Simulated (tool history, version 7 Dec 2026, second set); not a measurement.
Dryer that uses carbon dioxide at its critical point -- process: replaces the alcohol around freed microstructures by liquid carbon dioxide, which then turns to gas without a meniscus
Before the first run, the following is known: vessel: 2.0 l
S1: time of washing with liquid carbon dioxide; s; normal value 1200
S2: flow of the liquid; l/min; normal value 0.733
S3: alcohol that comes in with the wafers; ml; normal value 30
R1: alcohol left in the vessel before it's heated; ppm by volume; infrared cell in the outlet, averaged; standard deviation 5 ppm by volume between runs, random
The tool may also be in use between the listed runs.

{"run": 1, "day": 0.0, "S1": 1200, "S2": 0.733, "S3": 30, "R1": 67}
{"run": 2, "day": 0.479, "S1": 1200, "S2": 0.733, "S3": 30, "R1": 58}
{"run": 3, "day": 0.738, "S1": 1200, "S2": 0.733, "S3": 30, "R1": 73}
{"run": 4, "day": 1.1, "S1": 1200, "S2": 0.733, "S3": 30, "R1": 65}
{"day": 1.233, "done": "inlet filter changed"}
{"run": 5, "day": 1.412, "S1": 1200, "S2": 0.733, "S3": 83, "R1": 90}
{"run": 6, "day": 1.667, "S1": 1200, "S2": 0.733, "S3": 24, "R1": 60}
{"run": 7, "day": 1.996, "S1": 1200, "S2": 0.733, "S3": 24, "R1": 62}
{"run": 8, "day": 2.221, "S1": 1200, "S2": 0.733, "S3": 24, "R1": 60}
{"run": 9, "day": 2.592, "S1": 1200, "S2": 0.733, "S3": 24, "R1": 65}
{"run": 10, "day": 2.908, "S1": 1200, "S2": 0.733, "S3": 30, "R1": 67}
{"run": 11, "day": 3.429, "S1": 1200, "S2": 0.733, "S3": 30, "R1": 81}
{"run": 12, "day": 3.838, "S1": 1200, "S2": 0.733, "S3": 98, "R1": 141}
{"run": 13, "day": 4.312, "S1": 1200, "S2": 0.733, "S3": 98, "R1": 144}
{"run": 14, "day": 4.675, "S1": 1200, "S2": 0.733, "S3": 98, "R1": 141}
{"run": 15, "day": 5.112, "S1": 1200, "S2": 0.525, "S3": 30, "R1": 207}
{"run": 16, "day": 5.558, "S1": 1200, "S2": 0.733, "S3": 76, "R1": 132}
{"run": 17, "day": 5.917, "S1": 1200, "S2": 0.454, "S3": 76, "R1": 777}
{"run": 18, "day": 6.421, "S1": 1080, "S2": 0.468, "S3": 76, "R1": 1003}
{"run": 19, "day": 6.808, "S1": 960, "S2": 0.734, "S3": 63, "R1": 298}
{"run": 20, "day": 7.262, "S1": 960, "S2": 0.809, "S3": 63, "R1": 214}
{"run": 21, "day": 7.538, "S1": 1200, "S2": 0.93, "S3": 92, "R1": 99}
{"run": 22, "day": 7.775, "S1": 1200, "S2": 0.93, "S3": 92, "R1": 108}
{"run": 23, "day": 8.175, "S1": 1200, "S2": 0.568, "S3": 30, "R1": 199}

Estimate the outcome of run 24 from the log above:
{"run": 24, "day": 8.65, "S1": 780, "S2": 0.568, "S3": 33, "R1": "?"}

{"run 24": {"R1": 824}}
Minus the tool's unlogged condition, the same run would have read R1 542 ppm by volume.

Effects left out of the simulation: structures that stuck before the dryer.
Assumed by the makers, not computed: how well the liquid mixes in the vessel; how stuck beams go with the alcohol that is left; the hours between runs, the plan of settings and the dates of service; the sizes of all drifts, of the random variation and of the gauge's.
